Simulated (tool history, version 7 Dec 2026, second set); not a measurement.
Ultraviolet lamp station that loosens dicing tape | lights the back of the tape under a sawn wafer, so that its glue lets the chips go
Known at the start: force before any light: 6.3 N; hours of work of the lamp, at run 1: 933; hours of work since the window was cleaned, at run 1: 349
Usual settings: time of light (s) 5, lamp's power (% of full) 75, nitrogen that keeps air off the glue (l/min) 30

| run | day | time of light (s) | lamp's power (% of full) | nitrogen that keeps air off the glue (l/min) | hours of work of the lamp | hours of work since the window was cleaned | force that peels the tape off (N) | light that reached the tape (mJ/cm2) |
|---|---|---|---|---|---|---|---|---|
| 1 | 0 | 5 | 75 | 30 | 933 | 349 | 1.319 | 355 |
| 2 | 1.288 | 5 | 75 | 30 | 954 | 371 | 1.309 | 353 |
| 3 | 2.675 | 5 | 75 | 30 | 977 | 393 | 1.238 | 344 |
| 4 | 3.533 | 5 | 75 | 20 | 991 | 408 | 1.681 | 341 |
| 5 | 4.467 | 5 | 75 | 23 | 1006 | 423 | 1.542 | 337 |
| 6 | 5.958 | 5 | 80 | 30 | 1031 | 447 | 1.255 | 354 |
| 7 | 7.388 | 5 | 80 | 30 | 1054 | 471 | 1.287 | 353 |
|  | 8.533 | window cleaned of glue's vapour |
| 8 | 8.904 | 5 | 80 | 30 | 1079 | 6 | 1.092 | 385 |
| 9 | 10.183 | 5 | 75 | 11 | 1100 | 27 | 2.174 | 353 |
| 10 | 11.425 | 5 | 75 | 11 | 1120 | 48 | 2.174 | 352 |
| 11 | 12.675 | 5 | 61 | 20 | 1141 | 68 | 2.06 | 279 |

4 ways to go on from here, each from the tool as it stands after run 11. What would each give?
| A | 14.071 | 5 | 75 | 17 | 1164 | 91 | ? | ? |
| B | 14.071 | 4 | 84 | 9 | 1164 | 91 | ? | ? |
| C | 14.071 | 2 | 96 | 30 | 1164 | 91 | ? | ? |
| D | 14.071 | 4 | 61 | 11 | 1164 | 91 | ? | ? |

| run | force that peels the tape off (N) | light that reached the tape (mJ/cm2) |
|---|---|---|
| A | 1.816 | 338 |
| B | 2.59 | 302 |
| C | 2.746 | 170 |
| D | 3.079 | 224 |
Without the tool's hidden state the same runs would have given:
| run | force that peels the tape off (N) | light that reached the tape (mJ/cm2) |
|---|---|---|
| A | 0.963 | 529 |
| B | 1.617 | 473 |
| C | 1.761 | 269 |
| D | 2.102 | 350 |
